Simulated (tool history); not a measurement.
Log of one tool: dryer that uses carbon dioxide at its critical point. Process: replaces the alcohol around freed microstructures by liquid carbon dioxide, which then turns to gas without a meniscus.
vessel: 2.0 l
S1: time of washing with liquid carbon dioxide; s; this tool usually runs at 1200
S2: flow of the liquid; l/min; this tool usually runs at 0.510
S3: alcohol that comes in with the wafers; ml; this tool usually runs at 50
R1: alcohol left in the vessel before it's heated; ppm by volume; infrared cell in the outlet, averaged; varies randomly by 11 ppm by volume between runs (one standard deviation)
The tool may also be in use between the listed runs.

run 1 hour=0.0 | S1=1200 S2=0.510 S3=50 | R1=1074
-- hour=54.1 inlet filter changed
run 2 hour=68.0 | S1=840 S2=0.510 S3=50 | R1=2025
run 3 hour=131.3 | S1=1200 S2=0.640 S3=50 | R1=285
run 4 hour=161.5 | S1=1200 S2=0.640 S3=50 | R1=309
run 5 hour=219.5 | S1=1200 S2=0.640 S3=50 | R1=315
run 6 hour=251.0 | S1=1200 S2=0.474 S3=50 | R1=990
run 7 hour=292.0 | S1=1200 S2=0.474 S3=50 | R1=1058
run 8 hour=329.5 | S1=1200 S2=0.474 S3=50 | R1=1080
run 9 hour=374.9 | S1=1020 S2=0.510 S3=50 | R1=1351
run 10 hour=422.2 | S1=1020 S2=0.510 S3=50 | R1=1456
run 11 hour=479.0 | S1=1200 S2=0.682 S3=33 | R1=236
run 12 hour=529.7 | S1=1200 S2=0.830 S3=51 | R1=159
run 13 hour=589.1 | S1=1200 S2=0.830 S3=51 | R1=169
run 14 hour=652.0 | S1=1200 S2=0.487 S3=51 | R1=1221
run 15 hour=681.4 | S1=1200 S2=0.487 S3=33 | R1=824

What if the next run were any one of these 4? Each begins from the tool's condition after run 15:
run A hour=740.4 | S1=1680 S2=0.746 S3=55 | R1=?
run B hour=740.4 | S1=1200 S2=0.595 S3=33 | R1=?
run C hour=740.4 | S1=1200 S2=0.510 S3=41 | R1=?
run D hour=740.4 | S1=1500 S2=0.529 S3=37 | R1=?

run=A R1=117
run=B R1=469
run=C R1=919
run=D R1=373
Without the tool's hidden state the same runs would have given:
run=A R1=20
run=B R1=231
run=C R1=534
run=D R1=167
